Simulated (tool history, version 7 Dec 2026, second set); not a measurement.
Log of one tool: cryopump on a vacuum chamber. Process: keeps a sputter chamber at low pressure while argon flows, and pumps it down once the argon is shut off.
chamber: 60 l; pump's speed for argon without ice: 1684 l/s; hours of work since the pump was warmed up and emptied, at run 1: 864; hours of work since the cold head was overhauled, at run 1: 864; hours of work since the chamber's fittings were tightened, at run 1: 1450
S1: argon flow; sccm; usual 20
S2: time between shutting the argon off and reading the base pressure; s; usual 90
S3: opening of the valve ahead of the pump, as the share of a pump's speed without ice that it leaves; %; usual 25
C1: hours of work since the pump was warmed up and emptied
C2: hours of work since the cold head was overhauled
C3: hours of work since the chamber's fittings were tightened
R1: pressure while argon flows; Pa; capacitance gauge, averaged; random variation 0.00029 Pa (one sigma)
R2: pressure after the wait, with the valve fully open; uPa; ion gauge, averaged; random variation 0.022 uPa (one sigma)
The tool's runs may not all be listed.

run,day,S1,S2,S3,C1,C2,C3,R1,R2
1,0.000,20,90,25,864,864,1450,0.0849,1.88
2,1.058,20,90,25,886,886,1472,0.0843,1.87
3,2.279,20,90,25,910,910,1496,0.0846,1.95
4,2.983,20,90,25,925,925,1511,0.0850,1.89
5,4.254,20,90,25,951,951,1537,0.0848,1.92
6,5.467,20,90,25,975,975,1561,0.0852,1.95
7,6.092,20,90,25,988,988,1574,0.0848,2.00
8,6.617,15,90,25,999,999,1585,0.0637,2.01
9,7.225,15,90,25,1011,1011,1597,0.0640,2.05
# day 7.896: pump warmed up, emptied and cooled again
10,8.329,15,21,25,9,1029,1615,0.0604,3.42
11,9.542,34,269,53,34,1054,1640,0.0654,1.41
12,10.479,34,269,53,53,1073,1659,0.0656,1.50
13,11.008,29,90,60,63,1084,1670,0.0488,1.79
14,12.192,23,33,60,88,1108,1694,0.0394,2.72
15,12.825,20,90,22,100,1121,1707,0.0921,1.85

Forecast each of these 3 alternatives for the next run:
A,14.083,27,22,59,126,1147,1732,?,?
B,14.083,20,41,25,126,1147,1732,?,?
C,14.083,38,109,17,126,1147,1732,?,?

run,R1,R2
A,0.0468,3.30
B,0.0811,2.54
C,0.2256,1.76
Without the tool's hidden state the same runs would have given:
run,R1,R2
A,0.0456,2.16
B,0.0802,1.34
C,0.2239,0.58

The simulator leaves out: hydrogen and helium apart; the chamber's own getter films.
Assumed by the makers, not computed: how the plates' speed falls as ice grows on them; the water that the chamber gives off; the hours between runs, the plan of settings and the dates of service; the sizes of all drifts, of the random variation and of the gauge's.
